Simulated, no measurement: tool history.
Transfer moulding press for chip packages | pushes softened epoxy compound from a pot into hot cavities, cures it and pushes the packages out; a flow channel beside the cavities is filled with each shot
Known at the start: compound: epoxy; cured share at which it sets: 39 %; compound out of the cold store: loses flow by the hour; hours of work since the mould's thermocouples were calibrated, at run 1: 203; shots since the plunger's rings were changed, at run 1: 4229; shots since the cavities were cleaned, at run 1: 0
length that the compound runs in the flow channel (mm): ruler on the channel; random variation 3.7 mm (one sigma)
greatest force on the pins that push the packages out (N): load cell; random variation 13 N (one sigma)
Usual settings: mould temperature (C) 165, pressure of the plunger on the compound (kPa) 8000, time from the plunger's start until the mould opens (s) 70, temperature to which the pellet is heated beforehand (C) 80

run	hour	mould temperature (C)	pressure of the plunger on the compound (kPa)	time from the plunger's start until the mould opens (s)	temperature to which the pellet is heated beforehand (C)	hours of work since the mould's thermocouples were calibrated	shots since the plunger's rings were changed	shots since the cavities were cleaned	incoming compound's hours out of the cold store	length that the compound runs in the flow channel (mm)	greatest force on the pins that push the packages out (N)
1	0.0	165	8000	70	80	203	4229	0	42.6	842	578
# hour 6.0: plunger's sealing rings changed
2	13.9	165	8000	70	80	211	118	171	32.4	906	671
3	29.8	165	8000	70	80	221	356	409	20.5	940	807
4	50.8	165	8000	70	80	236	672	725	20.3	942	896
5	63.8	165	8000	98	80	244	865	918	41.9	868	526
# hour 70.9: cavities cleaned with cleaning compound and waxed
6	88.8	157	8000	70	80	260	1218	268	29.7	938	1289
7	100.6	157	8000	70	80	268	1395	445	36.6	912	1454
8	126.5	165	8000	70	80	286	1783	833	21.3	930	984
# hour 139.2: cavities cleaned with cleaning compound and waxed
9	142.5	165	8000	70	80	296	2001	50	45.5	859	584
10	166.1	165	8000	70	80	312	2354	403	16.4	934	802
11	178.5	165	8000	70	80	320	2541	590	33.3	881	827
12	195.7	165	8000	55	80	332	2799	848	30.0	894	1697
# hour 207.8: cavities cleaned with cleaning compound and waxed
13	222.8	165	8000	70	80	349	3182	225	46.3	844	681
14	247.3	165	8850	70	80	366	3549	592	28.5	933	878
15	266.7	165	7040	70	80	379	3840	883	10.1	884	1009
# hour 276.4: cavities cleaned with cleaning compound and waxed
16	290.2	165	7250	62	81	394	4169	206	22.4	860	983
# hour 300.6: plunger's sealing rings changed
17	318.6	165	9700	67	80	412	270	595	19.2	1048	960
18	345.3	165	9700	67	80	430	670	995	40.7	968	1012
# hour 349.4: mould's thermocouples calibrated
# hour 350.9: cavities cleaned with cleaning compound and waxed
19	360.4	166	8400	70	80	6	844	142	19.6	965	595
20	373.9	165	6410	83	80	16	1047	345	22.6	831	512
21	389.7	165	9260	83	80	26	1283	581	23.9	998	585
22	409.5	165	8270	83	77	40	1579	877	38.5	895	611
# hour 419.0: cavities cleaned with cleaning compound and waxed
23	426.7	165	6870	83	80	50	1815	115	28.9	842	423

Run 24 comes next. What will it give?
# hour 437.5: mould's thermocouples calibrated, once more
24	444.5	165	6870	83	80	5	2052	352	20.0	?	?

Run 24 gave length that the compound runs in the flow channel (mm) 870, greatest force on the pins that push the packages out (N) 518.
Without the tool's hidden state the same run would have given length that the compound runs in the flow channel (mm) 884, greatest force on the pins that push the packages out (N) 392.
